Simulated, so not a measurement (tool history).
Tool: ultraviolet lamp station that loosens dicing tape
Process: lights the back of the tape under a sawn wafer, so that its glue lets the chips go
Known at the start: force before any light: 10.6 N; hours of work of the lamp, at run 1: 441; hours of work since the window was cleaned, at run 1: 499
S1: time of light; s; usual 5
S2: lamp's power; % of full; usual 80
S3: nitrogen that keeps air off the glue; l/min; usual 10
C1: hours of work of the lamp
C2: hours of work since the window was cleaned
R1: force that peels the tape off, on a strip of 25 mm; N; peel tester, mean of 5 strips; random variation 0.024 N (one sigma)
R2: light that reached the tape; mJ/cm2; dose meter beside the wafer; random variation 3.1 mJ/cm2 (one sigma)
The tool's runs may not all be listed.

| run | hour | S1 | S2 | S3 | C1 | C2 | R1 | R2 |
|---|---|---|---|---|---|---|---|---|
| 1 | 0.0 | 5 | 80 | 10 | 441 | 499 | 1.173 | 481 |
| 2 | 16.0 | 5 | 80 | 6 | 451 | 509 | 1.725 | 476 |
| 3 | 42.8 | 5 | 80 | 6 | 468 | 527 | 1.736 | 480 |
| 4 | 65.1 | 5 | 80 | 15 | 483 | 541 | 0.812 | 479 |
| 5 | 91.1 | 5 | 80 | 20 | 499 | 558 | 0.691 | 480 |
| 6 | 123.3 | 5 | 80 | 20 | 520 | 578 | 0.702 | 476 |
| 7 | 154.8 | 5 | 80 | 20 | 540 | 598 | 0.658 | 481 |
|  | 157.2 | window cleaned of glue's vapour |
| 8 | 179.7 | 5 | 80 | 10 | 556 | 14 | 1.189 | 483 |
| 9 | 212.5 | 5 | 90 | 10 | 577 | 35 | 0.944 | 543 |
| 10 | 230.5 | 5 | 90 | 10 | 588 | 47 | 0.905 | 541 |
| 11 | 258.3 | 5 | 90 | 10 | 606 | 65 | 0.929 | 542 |
| 12 | 289.9 | 5 | 90 | 10 | 626 | 85 | 0.932 | 539 |
| 13 | 319.3 | 5 | 90 | 10 | 645 | 104 | 0.905 | 547 |
| 14 | 344.2 | 5 | 80 | 10 | 661 | 120 | 1.158 | 483 |
| 15 | 368.1 | 5 | 65 | 10 | 677 | 135 | 1.702 | 392 |
| 16 | 392.5 | 5 | 65 | 10 | 692 | 151 | 1.694 | 393 |
| 17 | 408.2 | 5 | 80 | 5 | 702 | 161 | 2.117 | 477 |
| 18 | 432.2 | 2 | 98 | 9 | 718 | 176 | 3.716 | 238 |
| 19 | 462.4 | 2 | 98 | 9 | 737 | 196 | 3.706 | 233 |
| 20 | 500.2 | 5 | 80 | 10 | 761 | 220 | 1.188 | 481 |
| 21 | 522.5 | 5 | 80 | 10 | 776 | 234 | 1.179 | 486 |
| 22 | 540.6 | 5 | 92 | 10 | 787 | 246 | 0.872 | 553 |
| 23 | 559.7 | 3 | 91 | 4 | 800 | 258 | 3.732 | 331 |
| 24 | 583.0 | 6 | 86 | 5 | 814 | 273 | 1.255 | 613 |

The next listed run, before its measurement:
| 25 | 602.1 | 5 | 62 | 11 | 827 | 285 | ? | ? |

R1: 1.778 N
R2: 374 mJ/cm2
Without the tool's hidden state the same run would have given R1 1.774 N, R2 374 mJ/cm2.
